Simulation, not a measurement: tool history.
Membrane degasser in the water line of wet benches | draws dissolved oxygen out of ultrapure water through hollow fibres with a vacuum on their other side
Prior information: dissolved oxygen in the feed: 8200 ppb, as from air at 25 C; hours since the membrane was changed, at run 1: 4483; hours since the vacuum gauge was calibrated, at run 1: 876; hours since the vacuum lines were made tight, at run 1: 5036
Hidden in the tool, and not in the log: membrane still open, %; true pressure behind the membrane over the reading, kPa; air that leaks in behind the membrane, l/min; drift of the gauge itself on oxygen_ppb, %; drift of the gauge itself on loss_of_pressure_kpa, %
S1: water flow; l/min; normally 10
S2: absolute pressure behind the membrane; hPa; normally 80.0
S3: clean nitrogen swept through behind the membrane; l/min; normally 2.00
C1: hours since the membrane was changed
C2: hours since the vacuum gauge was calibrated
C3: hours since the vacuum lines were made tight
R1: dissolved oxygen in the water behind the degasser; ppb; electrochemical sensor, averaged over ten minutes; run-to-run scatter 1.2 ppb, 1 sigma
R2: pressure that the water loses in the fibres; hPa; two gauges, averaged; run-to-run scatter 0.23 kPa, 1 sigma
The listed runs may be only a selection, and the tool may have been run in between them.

{"run": 1, "hour": 0.0, "S1": 10, "S2": 80.0, "S3": 2.0, "C1": 4483, "C2": 876, "C3": 5036, "R1": 121.6, "R2": 594.4}
{"run": 2, "hour": 102.3, "S1": 10, "S2": 80.0, "S3": 2.0, "C1": 4585, "C2": 978, "C3": 5139, "R1": 122.6, "R2": 602.4}
{"run": 3, "hour": 220.5, "S1": 10, "S2": 80.0, "S3": 2.0, "C1": 4703, "C2": 1096, "C3": 5257, "R1": 122.9, "R2": 598.3}
{"run": 4, "hour": 325.4, "S1": 10, "S2": 80.0, "S3": 2.0, "C1": 4808, "C2": 1201, "C3": 5362, "R1": 122.4, "R2": 598.7}
{"run": 5, "hour": 408.1, "S1": 10, "S2": 80.0, "S3": 2.0, "C1": 4891, "C2": 1284, "C3": 5444, "R1": 122.6, "R2": 598.2}
{"run": 6, "hour": 542.9, "S1": 10, "S2": 80.0, "S3": 2.0, "C1": 5026, "C2": 1418, "C3": 5579, "R1": 125.0, "R2": 597.2}
{"run": 7, "hour": 621.6, "S1": 10, "S2": 80.0, "S3": 2.0, "C1": 5104, "C2": 1497, "C3": 5658, "R1": 122.8, "R2": 599.0}
{"run": 8, "hour": 742.1, "S1": 10, "S2": 80.0, "S3": 2.0, "C1": 5225, "C2": 1618, "C3": 5778, "R1": 123.6, "R2": 599.8}
{"run": 9, "hour": 849.5, "S1": 10, "S2": 80.0, "S3": 2.0, "C1": 5332, "C2": 1725, "C3": 5886, "R1": 125.7, "R2": 598.1}
{"run": 10, "hour": 972.7, "S1": 10, "S2": 80.0, "S3": 2.0, "C1": 5455, "C2": 1848, "C3": 6009, "R1": 124.9, "R2": 601.0}
{"run": 11, "hour": 1044.5, "S1": 10, "S2": 80.0, "S3": 2.0, "C1": 5527, "C2": 1920, "C3": 6081, "R1": 123.9, "R2": 601.4}
{"run": 12, "hour": 1133.7, "S1": 10, "S2": 80.0, "S3": 2.0, "C1": 5616, "C2": 2009, "C3": 6170, "R1": 123.6, "R2": 595.7}
{"run": 13, "hour": 1243.8, "S1": 10, "S2": 80.0, "S3": 2.0, "C1": 5726, "C2": 2119, "C3": 6280, "R1": 122.7, "R2": 596.5}
{"run": 14, "hour": 1310.9, "S1": 10, "S2": 80.0, "S3": 1.65, "C1": 5794, "C2": 2186, "C3": 6347, "R1": 134.1, "R2": 599.6}
{"run": 15, "hour": 1384.4, "S1": 10, "S2": 80.0, "S3": 1.41, "C1": 5867, "C2": 2260, "C3": 6421, "R1": 149.6, "R2": 598.8}
{"run": 16, "hour": 1477.6, "S1": 10, "S2": 80.0, "S3": 1.41, "C1": 5960, "C2": 2353, "C3": 6514, "R1": 147.5, "R2": 600.7}
{"run": 17, "hour": 1609.7, "S1": 14, "S2": 97.4, "S3": 2.0, "C1": 6092, "C2": 2485, "C3": 6646, "R1": 249.8, "R2": 841.1}
{"run": 18, "hour": 1673.5, "S1": 7, "S2": 106.4, "S3": 4.74, "C1": 6156, "C2": 2549, "C3": 6710, "R1": 51.1, "R2": 420.4}
{"run": 19, "hour": 1773.1, "S1": 7, "S2": 106.4, "S3": 4.74, "C1": 6256, "C2": 2649, "C3": 6809, "R1": 52.7, "R2": 421.0}
{"run": 20, "hour": 1881.4, "S1": 11, "S2": 80.0, "S3": 4.36, "C1": 6364, "C2": 2757, "C3": 6918, "R1": 111.2, "R2": 659.8}
{"run": 21, "hour": 1967.0, "S1": 10, "S2": 80.0, "S3": 1.84, "C1": 6450, "C2": 2842, "C3": 7003, "R1": 132.0, "R2": 602.6}
{"hour": 2050.4, "done": "seals of the vacuum lines changed"}
{"run": 22, "hour": 2102.9, "S1": 10, "S2": 80.0, "S3": 1.84, "C1": 6584, "C2": 2976, "C3": 52, "R1": 127.7, "R2": 607.6}
{"run": 23, "hour": 2173.8, "S1": 10, "S2": 80.0, "S3": 1.84, "C1": 6654, "C2": 3047, "C3": 123, "R1": 128.0, "R2": 605.2}
{"run": 24, "hour": 2291.2, "S1": 10, "S2": 80.0, "S3": 1.84, "C1": 6772, "C2": 3165, "C3": 241, "R1": 128.7, "R2": 602.8}
{"run": 25, "hour": 2418.1, "S1": 14, "S2": 90.0, "S3": 5.43, "C1": 6899, "C2": 3292, "C3": 368, "R1": 177.3, "R2": 846.7}
{"run": 26, "hour": 2474.9, "S1": 9, "S2": 57.7, "S3": 5.43, "C1": 6955, "C2": 3348, "C3": 424, "R1": 59.5, "R2": 541.8}
{"run": 27, "hour": 2573.3, "S1": 6, "S2": 62.1, "S3": 3.67, "C1": 7054, "C2": 3447, "C3": 523, "R1": 27.5, "R2": 362.4}
{"run": 28, "hour": 2648.8, "S1": 12, "S2": 105.7, "S3": 5.09, "C1": 7129, "C2": 3522, "C3": 598, "R1": 146.3, "R2": 722.6}
{"run": 29, "hour": 2723.7, "S1": 12, "S2": 105.7, "S3": 5.09, "C1": 7204, "C2": 3597, "C3": 673, "R1": 144.1, "R2": 721.1}
{"run": 30, "hour": 2840.9, "S1": 12, "S2": 139.9, "S3": 5.56, "C1": 7321, "C2": 3714, "C3": 790, "R1": 159.4, "R2": 723.3}
{"run": 31, "hour": 2901.3, "S1": 12, "S2": 131.4, "S3": 3.62, "C1": 7382, "C2": 3775, "C3": 851, "R1": 182.1, "R2": 718.5}
{"run": 32, "hour": 3027.3, "S1": 12, "S2": 131.4, "S3": 3.62, "C1": 7508, "C2": 3901, "C3": 977, "R1": 180.6, "R2": 723.7}

Branching from run 32: 3 alternative next runs. What would each branch give?
{"run": "A", "hour": 3135.9, "S1": 14, "S2": 65.6, "S3": 2.0, "C1": 7617, "C2": 4009, "C3": 1085, "R1": "?", "R2": "?"}
{"run": "B", "hour": 3135.9, "S1": 14, "S2": 131.4, "S3": 3.62, "C1": 7617, "C2": 4009, "C3": 1085, "R1": "?", "R2": "?"}
{"run": "C", "hour": 3135.9, "S1": 8, "S2": 66.9, "S3": 2.57, "C1": 7617, "C2": 4009, "C3": 1085, "R1": "?", "R2": "?"}

run=A R1=199.5 R2=843.3
run=B R1=231.3 R2=845.5
run=C R1=64.5 R2=483.3
With no hidden state in the tool, these same runs would have given:
run=A R1=180.3 R2=819.5
run=B R1=213.8 R2=821.7
run=C R1=57.5 R2=469.7

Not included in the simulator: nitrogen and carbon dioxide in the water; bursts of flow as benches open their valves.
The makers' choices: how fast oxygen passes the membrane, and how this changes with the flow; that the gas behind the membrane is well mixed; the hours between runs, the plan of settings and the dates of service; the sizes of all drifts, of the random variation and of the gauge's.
